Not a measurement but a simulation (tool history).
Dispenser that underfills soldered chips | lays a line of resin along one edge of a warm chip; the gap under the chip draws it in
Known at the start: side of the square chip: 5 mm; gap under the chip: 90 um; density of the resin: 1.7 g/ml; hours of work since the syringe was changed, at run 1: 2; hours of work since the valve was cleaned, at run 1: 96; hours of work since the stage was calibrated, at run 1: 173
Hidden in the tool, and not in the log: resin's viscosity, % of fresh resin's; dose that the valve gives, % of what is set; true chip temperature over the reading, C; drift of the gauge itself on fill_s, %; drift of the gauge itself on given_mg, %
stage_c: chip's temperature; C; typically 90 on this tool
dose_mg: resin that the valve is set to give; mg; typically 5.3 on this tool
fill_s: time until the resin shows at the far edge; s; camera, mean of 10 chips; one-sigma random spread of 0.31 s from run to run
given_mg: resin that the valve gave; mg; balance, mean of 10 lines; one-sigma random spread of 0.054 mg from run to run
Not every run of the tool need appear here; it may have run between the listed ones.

run   hour  stage_c  dose_mg  hours of work since the syringe was changed  hours of work since the valve was cleaned  hours of work since the stage was calibrated  fill_s  given_mg
  1      0       90      5.3                                            2                                         96                                           173     8.5      4.71
         8  -- new syringe of resin
  2    8.5       90      5.3                                            0                                        102                                           179       8      4.73
  3   12.4       90      5.3                                            3                                        105                                           181     9.9      4.82
  4   16.4       90      5.3                                            6                                        108                                           184    12.3      4.77
        19  -- new syringe of resin
  5   21.6       90      5.3                                            2                                        111                                           188     8.2      4.68
  6   26.3       90      5.5                                            5                                        115                                           191    11.3      4.83
        30  -- new syringe of resin
  7   30.3       90      5.5                                            0                                        118                                           194     8.4      4.82
  8   37.1       90      5.5                                            5                                        122                                           199    11.7      4.73
      40.6  -- new syringe of resin
  9     41       90      5.5                                            0                                        125                                           201     7.4      4.78
 10   45.3       90     4.63                                            3                                        128                                           205    10.8      4.12
 11   48.9       90     4.63                                            6                                        131                                           207    13.4      3.99
      51.6  -- new syringe of resin
 12   55.2       90     5.02                                            3                                        135                                           212     9.4      4.38
 13   59.3       90     5.05                                            6                                        138                                           215    11.4      4.39
      62.1  -- new syringe of resin
 14   65.4       90     5.05                                            2                                        142                                           219     9.7      4.35
 15   72.2      105     6.03                                            7                                        147                                           224     6.4      5.11
      72.9  -- new syringe of resin
      74.4  -- dispensing valve cleaned and set on the balance
 16   77.8       88     5.95                                            3                                          2                                           227      10      5.98
      84.4  -- new syringe of resin
 17   84.6       88     5.95                                            0                                          7                                           232     7.9      5.91
 18   92.4       87     5.48                                            6                                         13                                           237    13.3      5.38
      94.9  -- new syringe of resin
 19     98       87     5.48                                            2                                         17                                           241     9.5      5.42
 20  104.4       87     5.77                                            7                                         21                                           246      14      5.64
     105.8  -- new syringe of resin
 21  108.9       87     4.57                                            2                                         24                                           249    10.8      4.47
 22  115.9       92     5.48                                            7                                         30                                           254    11.9      5.24
     116.8  -- new syringe of resin
 23  124.2       93     4.99                                            5                                         35                                           260    10.2      4.78
     127.3  -- new syringe of resin
 24    130       93     4.99                                            2                                         39                                           264       8      4.82
 25  136.2       93     4.99                                            6                                         44                                           268    11.5      4.78
     138.1  -- new syringe of resin
 26  143.9       92     5.94                                            4                                         49                                           274       9      5.61

Each row is a separate what-if for the run after 26, all from the same tool condition, not one after another. Results?
       149  -- new syringe of resin
  A  149.2       85     6.79                                            0                                         53                                           277       ?         ?
       149  -- new syringe of resin
  B  149.2       91     5.61                                            0                                         53                                           277       ?         ?
       149  -- new syringe of resin
  C  149.2       87     4.62                                            0                                         53                                           277       ?         ?
       149  -- new syringe of resin
  D  149.2       90     4.88                                            0                                         53                                           277       ?         ?

run  fill_s  given_mg
  A     8.9      6.49
  B     6.6      5.24
  C       9      4.34
  D     7.3      4.59
With the hidden condition removed and each run's random variation left untouched, the same runs would have given:
run  fill_s  given_mg
  A     8.2      6.86
  B       6      5.54
  C     8.1      4.59
  D     6.6      4.85
